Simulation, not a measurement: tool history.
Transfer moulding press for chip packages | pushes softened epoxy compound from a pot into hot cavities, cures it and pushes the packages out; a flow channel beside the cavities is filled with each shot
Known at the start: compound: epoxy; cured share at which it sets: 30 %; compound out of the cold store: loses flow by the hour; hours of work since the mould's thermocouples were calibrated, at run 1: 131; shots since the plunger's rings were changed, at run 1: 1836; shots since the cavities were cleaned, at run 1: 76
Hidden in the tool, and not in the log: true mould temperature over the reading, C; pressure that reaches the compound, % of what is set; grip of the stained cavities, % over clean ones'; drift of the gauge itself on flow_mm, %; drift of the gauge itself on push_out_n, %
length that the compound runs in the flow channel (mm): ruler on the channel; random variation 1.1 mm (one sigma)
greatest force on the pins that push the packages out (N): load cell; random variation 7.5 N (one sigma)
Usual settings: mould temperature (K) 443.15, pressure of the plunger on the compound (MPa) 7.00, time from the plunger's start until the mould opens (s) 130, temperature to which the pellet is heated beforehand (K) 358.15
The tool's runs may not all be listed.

run,hour,mould temperature (K),pressure of the plunger on the compound (MPa),time from the plunger's start until the mould opens (s),temperature to which the pellet is heated beforehand (K),hours of work since the mould's thermocouples were calibrated,shots since the plunger's rings were changed,shots since the cavities were cleaned,incoming compound's hours out of the cold store,length that the compound runs in the flow channel (mm),greatest force on the pins that push the packages out (N)
1,0.0,443.15,7.00,130,358.15,131,1836,76,42.4,603,315
2,15.6,443.15,7.00,130,358.15,139,1959,199,18.2,695,325
3,35.3,443.15,5.72,130,358.15,149,2114,354,33.5,572,310
# hour 46.1: cavities cleaned with cleaning compound and waxed
4,50.4,444.15,5.72,130,358.15,156,2220,34,45.8,530,321
5,65.5,444.15,5.72,130,358.15,163,2338,152,10.6,657,307
6,75.7,444.15,8.15,130,358.15,169,2419,233,19.6,740,323
7,91.2,444.15,8.15,130,358.15,176,2540,354,40.3,656,302
# hour 100.4: cavities cleaned with cleaning compound and waxed
8,108.8,444.15,8.15,130,358.15,184,2666,65,10.2,783,330
# hour 118.3: plunger's sealing rings changed
9,131.5,444.15,8.15,130,358.15,194,103,224,47.1,631,301
10,144.4,444.15,8.15,130,358.15,201,204,325,21.5,733,317
11,154.8,443.15,7.00,130,366.15,206,286,407,19.6,687,320
# hour 158.0: cavities cleaned with cleaning compound and waxed
12,172.9,443.15,5.80,132,364.15,214,416,116,37.9,562,308
13,186.5,443.15,5.80,132,364.15,221,523,223,9.4,667,319
14,200.3,443.15,5.80,132,364.15,228,631,331,47.0,533,321
# hour 212.9: cavities cleaned with cleaning compound and waxed
15,212.9,443.15,5.80,132,364.15,234,719,0,29.3,591,303
16,232.0,439.15,7.19,147,349.15,243,868,149,8.6,757,340
17,244.3,443.15,7.00,120,366.15,250,965,246,39.3,612,327
18,258.2,443.15,7.00,132,360.15,256,1074,355,10.4,729,323
# hour 268.1: cavities cleaned with cleaning compound and waxed
19,276.8,446.15,6.26,152,365.15,265,1209,69,11.4,677,289
20,292.5,449.15,7.08,130,368.15,273,1331,191,8.6,725,294
21,310.8,442.15,5.94,145,364.15,282,1475,335,35.3,579,296

Hidden state at the last listed run before each entry between runs and at the first one after, where it differs:
Between runs 3 and 4: cavities cleaned with cleaning compound and waxed (hour 46.1)
  pressure that reaches the compound, % of what is set: 99.89 -> 99.88; grip of the stained cavities, % over clean ones': 0.8 -> 0.2
Between runs 7 and 8: cavities cleaned with cleaning compound and waxed (hour 100.4)
  pressure that reaches the compound, % of what is set: 99.87 -> 99.86; grip of the stained cavities, % over clean ones': 0.8 -> 0.2
Between runs 8 and 9: plunger's sealing rings changed (hour 118.3)
  pressure that reaches the compound, % of what is set: 99.86 -> 99.99; grip of the stained cavities, % over clean ones': 0.2 -> 0.6
Between runs 11 and 12: cavities cleaned with cleaning compound and waxed (hour 158.0)
  pressure that reaches the compound, % of what is set: 99.98 -> 99.97; grip of the stained cavities, % over clean ones': 0.9 -> 0.4
Between runs 14 and 15: cavities cleaned with cleaning compound and waxed (hour 212.9)
  grip of the stained cavities, % over clean ones': 0.8 -> 0
Between runs 18 and 19: cavities cleaned with cleaning compound and waxed (hour 268.1)
  pressure that reaches the compound, % of what is set: 99.94 -> 99.93; grip of the stained cavities, % over clean ones': 0.8 -> 0.2
